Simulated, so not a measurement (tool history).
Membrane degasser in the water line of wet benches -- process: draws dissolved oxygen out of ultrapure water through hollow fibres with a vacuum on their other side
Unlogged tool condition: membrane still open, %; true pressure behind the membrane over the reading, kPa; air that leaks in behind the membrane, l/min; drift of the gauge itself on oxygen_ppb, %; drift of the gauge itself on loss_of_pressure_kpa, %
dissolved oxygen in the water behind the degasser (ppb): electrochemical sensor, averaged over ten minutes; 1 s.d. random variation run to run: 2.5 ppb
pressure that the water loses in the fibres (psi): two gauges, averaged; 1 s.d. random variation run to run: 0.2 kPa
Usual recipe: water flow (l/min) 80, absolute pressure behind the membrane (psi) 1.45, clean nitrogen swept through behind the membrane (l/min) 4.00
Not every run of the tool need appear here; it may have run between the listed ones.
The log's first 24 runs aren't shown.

| run | day | water flow (l/min) | absolute pressure behind the membrane (psi) | clean nitrogen swept through behind the membrane (l/min) | hours since the membrane was changed | hours since the vacuum gauge was calibrated | hours since the vacuum lines were made tight | dissolved oxygen in the water behind the degasser (ppb) | pressure that the water loses in the fibres (psi) |
|---|---|---|---|---|---|---|---|---|---|
| 25 | 85.367 | 78 | 2.89 | 4.00 | 2472 | 6721 | 10934 | 744.5 | 6.344 |
| 26 | 88.067 | 78 | 2.89 | 4.00 | 2537 | 6786 | 10998 | 737.8 | 6.340 |
|  | 90.721 | vacuum gauge calibrated |
| 27 | 92.825 | 78 | 2.89 | 4.00 | 2651 | 51 | 11112 | 744.3 | 6.329 |
| 28 | 97.679 | 78 | 2.89 | 4.00 | 2767 | 167 | 11229 | 739.8 | 6.351 |
| 29 | 99.800 | 62 | 3.13 | 7.60 | 2818 | 218 | 11279 | 381.8 | 5.014 |
| 30 | 104.350 | 80 | 1.45 | 3.41 | 2927 | 327 | 11389 | 397.4 | 6.495 |
| 31 | 108.204 | 66 | 1.71 | 7.27 | 3020 | 420 | 11481 | 223.2 | 5.369 |
| 32 | 112.092 | 66 | 1.71 | 7.27 | 3113 | 513 | 11574 | 221.8 | 5.361 |

Consider 3 possible next runs. They are alternatives, not a sequence: every one starts from the tool as it was left by run 32. What does each give?
| A | 115.504 | 66 | 2.31 | 2.33 | 3195 | 595 | 11656 | ? | ? |
| B | 115.504 | 57 | 1.10 | 11.65 | 3195 | 595 | 11656 | ? | ? |
| C | 115.504 | 56 | 3.31 | 7.27 | 3195 | 595 | 11656 | ? | ? |

| run | dissolved oxygen in the water behind the degasser (ppb) | pressure that the water loses in the fibres (psi) |
|---|---|---|
| A | 751.8 | 5.362 |
| B | 78.8 | 4.640 |
| C | 375.8 | 4.561 |
With no hidden state in the tool, these same runs would have given:
| run | dissolved oxygen in the water behind the degasser (ppb) | pressure that the water loses in the fibres (psi) |
|---|---|---|
| A | 742.4 | 5.292 |
| B | 75.3 | 4.580 |
| C | 368.4 | 4.501 |

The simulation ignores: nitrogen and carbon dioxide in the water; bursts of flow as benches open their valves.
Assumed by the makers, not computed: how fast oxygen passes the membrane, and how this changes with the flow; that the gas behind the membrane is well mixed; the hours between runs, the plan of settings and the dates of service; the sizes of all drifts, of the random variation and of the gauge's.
